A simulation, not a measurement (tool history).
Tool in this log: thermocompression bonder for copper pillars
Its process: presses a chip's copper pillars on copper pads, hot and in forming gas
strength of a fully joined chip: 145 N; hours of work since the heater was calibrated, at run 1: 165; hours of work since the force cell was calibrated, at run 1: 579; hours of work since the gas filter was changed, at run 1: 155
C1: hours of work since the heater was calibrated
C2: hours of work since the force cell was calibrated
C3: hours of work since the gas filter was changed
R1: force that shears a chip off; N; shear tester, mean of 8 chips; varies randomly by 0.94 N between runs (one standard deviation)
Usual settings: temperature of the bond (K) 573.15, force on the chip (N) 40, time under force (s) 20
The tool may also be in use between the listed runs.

run 1 hour=0 | temperature_of_the_bond_(K)=573.15 force_on_the_chip_(N)=40 time_under_force_(s)=20 | C1=165 C2=579 C3=155 | R1=74.5
run 2 hour=11.2 | temperature_of_the_bond_(K)=573.15 force_on_the_chip_(N)=40 time_under_force_(s)=20 | C1=170 C2=584 C3=161 | R1=74.6
run 3 hour=26.5 | temperature_of_the_bond_(K)=573.15 force_on_the_chip_(N)=40 time_under_force_(s)=20 | C1=177 C2=591 C3=167 | R1=73.7
run 4 hour=38.6 | temperature_of_the_bond_(K)=593.15 force_on_the_chip_(N)=40 time_under_force_(s)=20 | C1=182 C2=597 C3=173 | R1=92.9
run 5 hour=58.1 | temperature_of_the_bond_(K)=573.15 force_on_the_chip_(N)=40 time_under_force_(s)=17 | C1=191 C2=606 C3=182 | R1=69.6
run 6 hour=73.9 | temperature_of_the_bond_(K)=573.15 force_on_the_chip_(N)=40 time_under_force_(s)=17 | C1=198 C2=613 C3=189 | R1=69.4
run 7 hour=87.8 | temperature_of_the_bond_(K)=573.15 force_on_the_chip_(N)=28 time_under_force_(s)=20 | C1=204 C2=619 C3=195 | R1=57.2
run 8 hour=101.5 | temperature_of_the_bond_(K)=573.15 force_on_the_chip_(N)=28 time_under_force_(s)=20 | C1=210 C2=625 C3=201 | R1=57.2
run 9 hour=116.9 | temperature_of_the_bond_(K)=573.15 force_on_the_chip_(N)=28 time_under_force_(s)=20 | C1=217 C2=632 C3=208 | R1=55.7
-- hour=132.3 forming gas filter changed
run 10 hour=140.2 | temperature_of_the_bond_(K)=573.15 force_on_the_chip_(N)=40 time_under_force_(s)=16 | C1=228 C2=643 C3=4 | R1=73.7
run 11 hour=153.1 | temperature_of_the_bond_(K)=573.15 force_on_the_chip_(N)=41 time_under_force_(s)=20 | C1=234 C2=648 C3=9 | R1=79
run 12 hour=172.5 | temperature_of_the_bond_(K)=573.15 force_on_the_chip_(N)=41 time_under_force_(s)=20 | C1=242 C2=657 C3=18 | R1=77.9
run 13 hour=190 | temperature_of_the_bond_(K)=573.15 force_on_the_chip_(N)=40 time_under_force_(s)=20 | C1=250 C2=665 C3=26 | R1=78.7
run 14 hour=204.9 | temperature_of_the_bond_(K)=573.15 force_on_the_chip_(N)=40 time_under_force_(s)=20 | C1=257 C2=672 C3=33 | R1=78.8
run 15 hour=221.6 | temperature_of_the_bond_(K)=573.15 force_on_the_chip_(N)=40 time_under_force_(s)=21 | C1=265 C2=679 C3=40 | R1=80.2
run 16 hour=231.4 | temperature_of_the_bond_(K)=595.15 force_on_the_chip_(N)=40 time_under_force_(s)=20 | C1=269 C2=684 C3=45 | R1=98.7
run 17 hour=249.6 | temperature_of_the_bond_(K)=595.15 force_on_the_chip_(N)=40 time_under_force_(s)=20 | C1=277 C2=692 C3=53 | R1=97.1
run 18 hour=264.7 | temperature_of_the_bond_(K)=595.15 force_on_the_chip_(N)=40 time_under_force_(s)=20 | C1=284 C2=699 C3=60 | R1=99.3
run 19 hour=284.6 | temperature_of_the_bond_(K)=595.15 force_on_the_chip_(N)=48 time_under_force_(s)=20 | C1=293 C2=708 C3=69 | R1=105.4
run 20 hour=304.8 | temperature_of_the_bond_(K)=595.15 force_on_the_chip_(N)=48 time_under_force_(s)=20 | C1=302 C2=717 C3=78 | R1=105.3
run 21 hour=323.3 | temperature_of_the_bond_(K)=573.15 force_on_the_chip_(N)=53 time_under_force_(s)=16 | C1=311 C2=725 C3=86 | R1=86.6
run 22 hour=337 | temperature_of_the_bond_(K)=553.15 force_on_the_chip_(N)=40 time_under_force_(s)=20 | C1=317 C2=732 C3=93 | R1=58.2
run 23 hour=356 | temperature_of_the_bond_(K)=553.15 force_on_the_chip_(N)=40 time_under_force_(s)=20 | C1=325 C2=740 C3=101 | R1=57.3
run 24 hour=370.5 | temperature_of_the_bond_(K)=574.15 force_on_the_chip_(N)=30 time_under_force_(s)=17 | C1=332 C2=747 C3=108 | R1=58.1
run 25 hour=381.3 | temperature_of_the_bond_(K)=565.15 force_on_the_chip_(N)=43 time_under_force_(s)=30 | C1=337 C2=752 C3=113 | R1=82.9
run 26 hour=402.8 | temperature_of_the_bond_(K)=565.15 force_on_the_chip_(N)=43 time_under_force_(s)=30 | C1=346 C2=761 C3=122 | R1=82.7
run 27 hour=413.5 | temperature_of_the_bond_(K)=565.15 force_on_the_chip_(N)=43 time_under_force_(s)=30 | C1=351 C2=766 C3=127 | R1=82

Below are 4 alternative next runs, each starting from the tool's condition after run 27. Predict each:
run A hour=432.6 | temperature_of_the_bond_(K)=556.15 force_on_the_chip_(N)=40 time_under_force_(s)=43 | C1=360 C2=775 C3=136 | R1=?
run B hour=432.6 | temperature_of_the_bond_(K)=553.15 force_on_the_chip_(N)=41 time_under_force_(s)=28 | C1=360 C2=775 C3=136 | R1=?
run C hour=432.6 | temperature_of_the_bond_(K)=571.15 force_on_the_chip_(N)=26 time_under_force_(s)=20 | C1=360 C2=775 C3=136 | R1=?
run D hour=432.6 | temperature_of_the_bond_(K)=599.15 force_on_the_chip_(N)=52 time_under_force_(s)=38 | C1=360 C2=775 C3=136 | R1=?

run=A R1=78
run=B R1=64.7
run=C R1=54
run=D R1=122.4
Without the tool's hidden state the same runs would have given:
run=A R1=83.3
run=B R1=69.3
run=C R1=57.6
run=D R1=129.2
